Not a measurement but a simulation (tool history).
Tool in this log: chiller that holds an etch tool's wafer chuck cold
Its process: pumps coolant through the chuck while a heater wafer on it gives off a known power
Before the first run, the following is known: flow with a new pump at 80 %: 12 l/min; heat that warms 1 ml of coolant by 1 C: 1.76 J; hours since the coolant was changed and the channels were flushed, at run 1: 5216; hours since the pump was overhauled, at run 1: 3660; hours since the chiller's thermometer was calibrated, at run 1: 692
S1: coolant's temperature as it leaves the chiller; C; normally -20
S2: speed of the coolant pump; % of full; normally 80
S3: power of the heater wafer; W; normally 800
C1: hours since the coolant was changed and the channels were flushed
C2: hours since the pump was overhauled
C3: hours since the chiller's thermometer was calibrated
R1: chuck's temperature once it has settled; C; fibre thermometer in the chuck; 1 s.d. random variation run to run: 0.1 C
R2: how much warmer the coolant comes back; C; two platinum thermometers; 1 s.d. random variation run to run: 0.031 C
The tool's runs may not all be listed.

{"run": 1, "day": 0.0, "S1": -20, "S2": 80, "S3": 800, "C1": 5216, "C2": 3660, "C3": 692, "R1": -10, "R2": 2.57}
{"run": 2, "day": 3.579, "S1": -20, "S2": 80, "S3": 800, "C1": 5302, "C2": 3746, "C3": 778, "R1": -9.9, "R2": 2.61}
{"run": 3, "day": 6.788, "S1": -20, "S2": 80, "S3": 800, "C1": 5379, "C2": 3823, "C3": 855, "R1": -9.9, "R2": 2.64}
{"run": 4, "day": 10.962, "S1": -20, "S2": 80, "S3": 800, "C1": 5480, "C2": 3923, "C3": 955, "R1": -9.6, "R2": 2.55}
{"run": 5, "day": 14.096, "S1": -20, "S2": 80, "S3": 800, "C1": 5555, "C2": 3998, "C3": 1031, "R1": -9.5, "R2": 2.6}
{"run": 6, "day": 16.871, "S1": -20, "S2": 80, "S3": 800, "C1": 5621, "C2": 4065, "C3": 1097, "R1": -9.6, "R2": 2.57}
{"run": 7, "day": 19.221, "S1": -20, "S2": 70, "S3": 800, "C1": 5678, "C2": 4121, "C3": 1154, "R1": -8.7, "R2": 3.01}
{"run": 8, "day": 22.542, "S1": -20, "S2": 80, "S3": 800, "C1": 5757, "C2": 4201, "C3": 1233, "R1": -9.4, "R2": 2.57}
{"run": 9, "day": 26.204, "S1": -20, "S2": 80, "S3": 800, "C1": 5845, "C2": 4289, "C3": 1321, "R1": -9.4, "R2": 2.61}
{"day": 28.033, "done": "coolant changed, channels flushed"}
{"run": 10, "day": 29.7, "S1": -20, "S2": 80, "S3": 800, "C1": 40, "C2": 4367, "C3": 1399, "R1": -11.4, "R2": 2.63}
{"run": 11, "day": 31.796, "S1": -20, "S2": 80, "S3": 800, "C1": 90, "C2": 4417, "C3": 1449, "R1": -11.5, "R2": 2.66}
{"run": 12, "day": 36.642, "S1": -20, "S2": 80, "S3": 449, "C1": 207, "C2": 4533, "C3": 1566, "R1": -15.2, "R2": 1.51}
{"run": 13, "day": 41.262, "S1": -20, "S2": 80, "S3": 449, "C1": 317, "C2": 4644, "C3": 1677, "R1": -15, "R2": 1.51}
{"run": 14, "day": 44.733, "S1": -20, "S2": 80, "S3": 449, "C1": 401, "C2": 4728, "C3": 1760, "R1": -15, "R2": 1.4}
{"run": 15, "day": 48.75, "S1": -20, "S2": 80, "S3": 800, "C1": 497, "C2": 4824, "C3": 1856, "R1": -11.2, "R2": 2.68}
{"run": 16, "day": 52.762, "S1": -20, "S2": 80, "S3": 800, "C1": 593, "C2": 4920, "C3": 1953, "R1": -11.3, "R2": 2.73}
{"run": 17, "day": 57.058, "S1": -20, "S2": 80, "S3": 484, "C1": 697, "C2": 5023, "C3": 2056, "R1": -14.6, "R2": 1.61}
{"run": 18, "day": 59.833, "S1": -12, "S2": 80, "S3": 1025, "C1": 763, "C2": 5090, "C3": 2122, "R1": -0.6, "R2": 3.47}
{"run": 19, "day": 63.529, "S1": -20, "S2": 98, "S3": 800, "C1": 852, "C2": 5179, "C3": 2211, "R1": -12.2, "R2": 2.13}
{"run": 20, "day": 67.95, "S1": -24, "S2": 70, "S3": 1056, "C1": 958, "C2": 5285, "C3": 2317, "R1": -11.5, "R2": 4.16}
{"run": 21, "day": 69.971, "S1": -20, "S2": 80, "S3": 580, "C1": 1006, "C2": 5333, "C3": 2365, "R1": -13.3, "R2": 1.99}
{"run": 22, "day": 72.458, "S1": -22, "S2": 80, "S3": 919, "C1": 1066, "C2": 5393, "C3": 2425, "R1": -11.7, "R2": 3.08}
{"run": 23, "day": 75.271, "S1": -30, "S2": 80, "S3": 904, "C1": 1134, "C2": 5461, "C3": 2493, "R1": -19.7, "R2": 3.04}
{"run": 24, "day": 80.112, "S1": -30, "S2": 80, "S3": 904, "C1": 1250, "C2": 5577, "C3": 2609, "R1": -19.5, "R2": 3.14}
{"run": 25, "day": 82.158, "S1": -29, "S2": 80, "S3": 904, "C1": 1299, "C2": 5626, "C3": 2658, "R1": -18.6, "R2": 3.15}
{"run": 26, "day": 84.867, "S1": -29, "S2": 80, "S3": 904, "C1": 1364, "C2": 5691, "C3": 2723, "R1": -18.6, "R2": 3.08}
{"run": 27, "day": 87.038, "S1": -29, "S2": 80, "S3": 904, "C1": 1416, "C2": 5743, "C3": 2775, "R1": -18.4, "R2": 3.11}
{"run": 28, "day": 91.438, "S1": -17, "S2": 67, "S3": 856, "C1": 1522, "C2": 5849, "C3": 2881, "R1": -6, "R2": 3.57}
{"run": 29, "day": 94.35, "S1": -17, "S2": 67, "S3": 856, "C1": 1592, "C2": 5918, "C3": 2951, "R1": -5.9, "R2": 3.65}
{"run": 30, "day": 97.633, "S1": -26, "S2": 80, "S3": 800, "C1": 1670, "C2": 5997, "C3": 3029, "R1": -16.5, "R2": 2.8}
{"run": 31, "day": 100.367, "S1": -29, "S2": 80, "S3": 887, "C1": 1736, "C2": 6063, "C3": 3095, "R1": -18.5, "R2": 3.06}
{"run": 32, "day": 104.888, "S1": -23, "S2": 80, "S3": 821, "C1": 1844, "C2": 6171, "C3": 3203, "R1": -13.1, "R2": 2.89}

Alternative continuations, all from the tool just after run 32; predict every row:
{"run": "A", "day": 106.85, "S1": -16, "S2": 66, "S3": 821, "C1": 1892, "C2": 6218, "C3": 3251, "R1": "?", "R2": "?"}
{"run": "B", "day": 106.85, "S1": -20, "S2": 79, "S3": 571, "C1": 1892, "C2": 6218, "C3": 3251, "R1": "?", "R2": "?"}
{"run": "C", "day": 106.85, "S1": -13, "S2": 72, "S3": 800, "C1": 1892, "C2": 6218, "C3": 3251, "R1": "?", "R2": "?"}
{"run": "D", "day": 106.85, "S1": -12, "S2": 76, "S3": 580, "C1": 1892, "C2": 6218, "C3": 3251, "R1": "?", "R2": "?"}

run=A R1=-5 R2=3.6
run=B R1=-12.6 R2=2.03
run=C R1=-2.8 R2=3.14
run=D R1=-4.4 R2=2.16
Without the tool's unlogged condition, the same runs would have read:
run=A R1=-7.6 R2=2.93
run=B R1=-14.5 R2=1.65
run=C R1=-5.2 R2=2.55
run=D R1=-6.3 R2=1.75

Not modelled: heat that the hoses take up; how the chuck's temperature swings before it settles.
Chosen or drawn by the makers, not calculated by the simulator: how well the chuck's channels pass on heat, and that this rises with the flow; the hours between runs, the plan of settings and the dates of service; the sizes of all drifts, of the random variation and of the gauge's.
